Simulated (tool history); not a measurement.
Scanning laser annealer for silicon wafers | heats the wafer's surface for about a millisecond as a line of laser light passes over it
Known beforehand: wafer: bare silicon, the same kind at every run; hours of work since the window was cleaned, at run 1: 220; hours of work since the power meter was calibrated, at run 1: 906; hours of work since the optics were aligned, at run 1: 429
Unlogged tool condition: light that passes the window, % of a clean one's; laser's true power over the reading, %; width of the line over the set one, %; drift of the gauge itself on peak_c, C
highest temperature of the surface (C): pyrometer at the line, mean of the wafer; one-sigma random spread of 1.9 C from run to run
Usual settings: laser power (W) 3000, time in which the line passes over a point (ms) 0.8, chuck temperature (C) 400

| run | hour | laser power (W) | time in which the line passes over a point (ms) | chuck temperature (C) | hours of work since the window was cleaned | hours of work since the power meter was calibrated | hours of work since the optics were aligned | highest temperature of the surface (C) |
|---|---|---|---|---|---|---|---|---|
| 1 | 0 | 3000 | 0.8 | 400 | 220 | 906 | 429 | 1187 |
| 2 | 56.5 | 3000 | 0.8 | 400 | 251 | 937 | 460 | 1185 |
| 3 | 95.1 | 3036 | 0.8 | 400 | 272 | 958 | 481 | 1193 |
| 4 | 131.8 | 3036 | 0.8 | 400 | 292 | 977 | 500 | 1196 |
| 5 | 187.3 | 3000 | 0.601 | 400 | 322 | 1007 | 530 | 1075 |
| 6 | 215.3 | 2621 | 0.601 | 400 | 337 | 1022 | 546 | 977 |
| 7 | 256.9 | 2621 | 0.601 | 400 | 359 | 1045 | 568 | 975 |
| 8 | 285.7 | 2621 | 0.601 | 400 | 375 | 1060 | 584 | 975 |
| 9 | 321 | 3000 | 0.725 | 400 | 394 | 1079 | 603 | 1138 |
| 10 | 348.6 | 3000 | 0.725 | 400 | 409 | 1094 | 617 | 1134 |
| 11 | 392.8 | 3000 | 0.725 | 400 | 432 | 1118 | 641 | 1134 |
| 12 | 456.5 | 3000 | 0.725 | 400 | 467 | 1153 | 676 | 1135 |
| 13 | 501.8 | 3000 | 0.9 | 400 | 491 | 1177 | 700 | 1219 |
| 14 | 536.9 | 3000 | 0.9 | 400 | 510 | 1196 | 719 | 1216 |
|  | 542.7 | laser's power meter calibrated |
| 15 | 572.2 | 3000 | 0.9 | 400 | 527 | 16 | 736 | 1220 |
| 16 | 624.6 | 3000 | 0.8 | 400 | 556 | 44 | 765 | 1166 |
|  | 654 | window over the wafer cleaned |
| 17 | 672.5 | 3000 | 0.8 | 400 | 10 | 69 | 789 | 1200 |
| 18 | 714.6 | 3000 | 0.8 | 400 | 33 | 92 | 812 | 1198 |
| 19 | 747.9 | 3000 | 0.8 | 400 | 51 | 110 | 830 | 1192 |
| 20 | 794.2 | 3000 | 0.8 | 372 | 76 | 135 | 855 | 1165 |
| 21 | 821.6 | 3000 | 0.8 | 372 | 90 | 149 | 870 | 1162 |
|  | 864.6 | laser's power meter calibrated, once more |
| 22 | 879.6 | 2795 | 0.834 | 400 | 120 | 8 | 900 | 1140 |
| 23 | 921.3 | 3000 | 0.562 | 430 | 143 | 31 | 922 | 1078 |
| 24 | 970 | 3124 | 0.628 | 400 | 169 | 57 | 948 | 1115 |
| 25 | 1018.9 | 2807 | 0.628 | 414 | 195 | 83 | 975 | 1051 |
| 26 | 1052.5 | 2927 | 0.8 | 400 | 213 | 101 | 993 | 1156 |
| 27 | 1080.1 | 2927 | 0.8 | 400 | 228 | 116 | 1008 | 1154 |
| 28 | 1135.4 | 2927 | 0.8 | 400 | 258 | 146 | 1037 | 1151 |
| 29 | 1167.9 | 2927 | 0.8 | 400 | 276 | 164 | 1055 | 1152 |
|  | 1181.4 | optics aligned, line set to its width |
| 30 | 1209.7 | 3000 | 0.669 | 403 | 295 | 183 | 15 | 1125 |
| 31 | 1267.1 | 3000 | 0.669 | 403 | 326 | 214 | 46 | 1119 |
| 32 | 1308 | 3000 | 0.777 | 400 | 348 | 236 | 68 | 1171 |
| 33 | 1335.4 | 3000 | 0.777 | 400 | 363 | 251 | 83 | 1175 |
| 34 | 1397.1 | 3000 | 0.777 | 400 | 397 | 285 | 116 | 1170 |
| 35 | 1455.2 | 3298 | 0.777 | 397 | 428 | 316 | 148 | 1250 |
| 36 | 1512.1 | 3038 | 0.843 | 415 | 459 | 347 | 178 | 1223 |
| 37 | 1572 | 2643 | 0.828 | 382 | 491 | 379 | 211 | 1067 |
| 38 | 1601.1 | 2643 | 0.828 | 382 | 507 | 395 | 226 | 1066 |
| 39 | 1651 | 2643 | 0.828 | 382 | 533 | 421 | 253 | 1065 |
| 40 | 1706.2 | 2805 | 0.76 | 369 | 563 | 451 | 283 | 1066 |
|  | 1722.4 | window over the wafer cleaned |
| 41 | 1752.5 | 3076 | 0.8 | 435 | 16 | 475 | 307 | 1258 |

For each entry between runs, how does the tool's hidden state at the last listed run before it compare with that at the first listed run after it?
From run 14 to run 15: laser's power meter calibrated (hour 542.7)
  light that passes the window, % of a clean one's: 96.59 -> 96.48; laser's true power over the reading, %: 0.49 -> 0.81; width of the line over the set one, %: 2.95 -> 3.03
  measured less the result without the state, highest temperature of the surface (C): -43 -> -41
From run 16 to run 17: window over the wafer cleaned (hour 654)
  light that passes the window, % of a clean one's: 96.32 -> 99.81; laser's true power over the reading, %: 0.83 -> 0.84; width of the line over the set one, %: 3.15 -> 3.25
  measured less the result without the state, highest temperature of the surface (C): -41 -> -10
From run 21 to run 22: laser's power meter calibrated, once more (hour 864.6)
  light that passes the window, % of a clean one's: 99.29 -> 99.13; laser's true power over the reading, %: 0.88 -> -0.05; width of the line over the set one, %: 3.57 -> 3.69
  measured less the result without the state, highest temperature of the surface (C): -15 -> -24
From run 29 to run 30: optics aligned, line set to its width (hour 1181.4)
  light that passes the window, % of a clean one's: 98.19 -> 98.06; laser's true power over the reading, %: 0.02 -> 0.03; width of the line over the set one, %: 4.33 -> 0.12
  measured less the result without the state, highest temperature of the surface (C): -35 -> -16
From run 40 to run 41: window over the wafer cleaned (hour 1722.4)
  light that passes the window, % of a clean one's: 96.43 -> 99.85; laser's true power over the reading, %: 0.15 -> 0.17; width of the line over the set one, %: 1.22 -> 1.31
  measured less the result without the state, highest temperature of the surface (C): -34 -> -7
